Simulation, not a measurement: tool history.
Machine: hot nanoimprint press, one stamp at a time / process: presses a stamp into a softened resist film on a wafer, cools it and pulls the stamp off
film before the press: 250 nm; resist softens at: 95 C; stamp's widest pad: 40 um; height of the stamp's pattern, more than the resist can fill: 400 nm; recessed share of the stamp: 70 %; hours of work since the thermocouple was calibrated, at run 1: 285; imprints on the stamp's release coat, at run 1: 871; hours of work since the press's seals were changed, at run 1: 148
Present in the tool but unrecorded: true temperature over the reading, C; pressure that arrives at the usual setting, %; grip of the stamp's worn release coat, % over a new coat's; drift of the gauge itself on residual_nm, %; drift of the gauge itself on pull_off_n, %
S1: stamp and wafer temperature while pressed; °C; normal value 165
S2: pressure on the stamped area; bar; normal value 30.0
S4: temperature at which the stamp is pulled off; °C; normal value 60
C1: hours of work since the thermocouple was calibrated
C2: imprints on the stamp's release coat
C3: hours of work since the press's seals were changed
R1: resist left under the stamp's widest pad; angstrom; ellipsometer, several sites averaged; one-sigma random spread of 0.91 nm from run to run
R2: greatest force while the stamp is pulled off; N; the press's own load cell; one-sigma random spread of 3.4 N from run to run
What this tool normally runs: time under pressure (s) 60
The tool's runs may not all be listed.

{"run": 1, "hour": 0.0, "S1": 165, "S2": 30.0, "time under pressure (s)": 60, "S4": 60, "C1": 285, "C2": 871, "C3": 148, "R1": 1338, "R2": 192}
{"run": 2, "hour": 7.3, "S1": 165, "S2": 30.0, "time under pressure (s)": 60, "S4": 60, "C1": 289, "C2": 888, "C3": 152, "R1": 1349, "R2": 197}
{"run": 3, "hour": 19.3, "S1": 165, "S2": 30.0, "time under pressure (s)": 60, "S4": 60, "C1": 296, "C2": 914, "C3": 159, "R1": 1340, "R2": 193}
{"run": 4, "hour": 34.2, "S1": 165, "S2": 30.0, "time under pressure (s)": 60, "S4": 60, "C1": 304, "C2": 948, "C3": 167, "R1": 1339, "R2": 203}
{"run": 5, "hour": 45.8, "S1": 165, "S2": 30.0, "time under pressure (s)": 60, "S4": 60, "C1": 310, "C2": 974, "C3": 173, "R1": 1340, "R2": 196}
{"run": 6, "hour": 63.0, "S1": 165, "S2": 30.0, "time under pressure (s)": 60, "S4": 60, "C1": 320, "C2": 1013, "C3": 183, "R1": 1335, "R2": 206}
{"run": 7, "hour": 78.8, "S1": 165, "S2": 30.0, "time under pressure (s)": 60, "S4": 60, "C1": 328, "C2": 1048, "C3": 191, "R1": 1329, "R2": 212}
{"run": 8, "hour": 93.7, "S1": 165, "S2": 30.0, "time under pressure (s)": 60, "S4": 60, "C1": 336, "C2": 1081, "C3": 199, "R1": 1338, "R2": 203}
{"run": 9, "hour": 108.6, "S1": 165, "S2": 27.7, "time under pressure (s)": 60, "S4": 60, "C1": 344, "C2": 1115, "C3": 207, "R1": 1366, "R2": 211}
{"hour": 121.7, "done": "stamp cleaned and given a new release coat"}
{"run": 10, "hour": 127.4, "S1": 165, "S2": 27.7, "time under pressure (s)": 60, "S4": 60, "C1": 351, "C2": 13, "C3": 214, "R1": 1392, "R2": 166}
{"run": 11, "hour": 138.3, "S1": 165, "S2": 30.0, "time under pressure (s)": 60, "S4": 60, "C1": 357, "C2": 37, "C3": 220, "R1": 1354, "R2": 166}
{"run": 12, "hour": 152.6, "S1": 159, "S2": 30.0, "time under pressure (s)": 96, "S4": 60, "C1": 365, "C2": 69, "C3": 228, "R1": 1556, "R2": 166}
{"run": 13, "hour": 163.8, "S1": 159, "S2": 30.0, "time under pressure (s)": 96, "S4": 60, "C1": 371, "C2": 94, "C3": 234, "R1": 1544, "R2": 170}
{"run": 14, "hour": 176.7, "S1": 165, "S2": 22.2, "time under pressure (s)": 31, "S4": 65, "C1": 378, "C2": 123, "C3": 241, "R1": 1805, "R2": 158}
{"run": 15, "hour": 185.7, "S1": 161, "S2": 21.4, "time under pressure (s)": 41, "S4": 52, "C1": 383, "C2": 143, "C3": 246, "R1": 1961, "R2": 175}
{"run": 16, "hour": 195.2, "S1": 170, "S2": 44.1, "time under pressure (s)": 60, "S4": 60, "C1": 388, "C2": 165, "C3": 251, "R1": 874, "R2": 169}
{"run": 17, "hour": 210.8, "S1": 158, "S2": 24.2, "time under pressure (s)": 75, "S4": 60, "C1": 397, "C2": 200, "C3": 259, "R1": 1844, "R2": 176}
{"run": 18, "hour": 220.5, "S1": 165, "S2": 31.5, "time under pressure (s)": 42, "S4": 60, "C1": 402, "C2": 222, "C3": 265, "R1": 1486, "R2": 173}
{"run": 19, "hour": 229.2, "S1": 157, "S2": 30.2, "time under pressure (s)": 56, "S4": 60, "C1": 406, "C2": 241, "C3": 269, "R1": 1941, "R2": 178}
{"run": 20, "hour": 239.6, "S1": 157, "S2": 20.3, "time under pressure (s)": 56, "S4": 54, "C1": 412, "C2": 264, "C3": 275, "R1": 2110, "R2": 177}
{"run": 21, "hour": 252.4, "S1": 157, "S2": 32.9, "time under pressure (s)": 56, "S4": 58, "C1": 419, "C2": 293, "C3": 282, "R1": 1889, "R2": 169}
{"run": 22, "hour": 262.2, "S1": 157, "S2": 32.9, "time under pressure (s)": 56, "S4": 58, "C1": 424, "C2": 315, "C3": 287, "R1": 1932, "R2": 181}

Entry by entry between the runs, the difference in hidden state between the last listed run before and the first listed run after:
In the gap between runs 9 and 10: stamp cleaned and given a new release coat (hour 121.7)
  true temperature over the reading, C: -1.15 -> -1.17; pressure that arrives at the usual setting, %: 98.95 -> 98.91; grip of the stamp's worn release coat, % over a new coat's: 26.3 -> 0.3
  what was measured, less what the result would be without the hidden state, R1: +82 -> +85 angstrom; R2: +45 -> +2 N
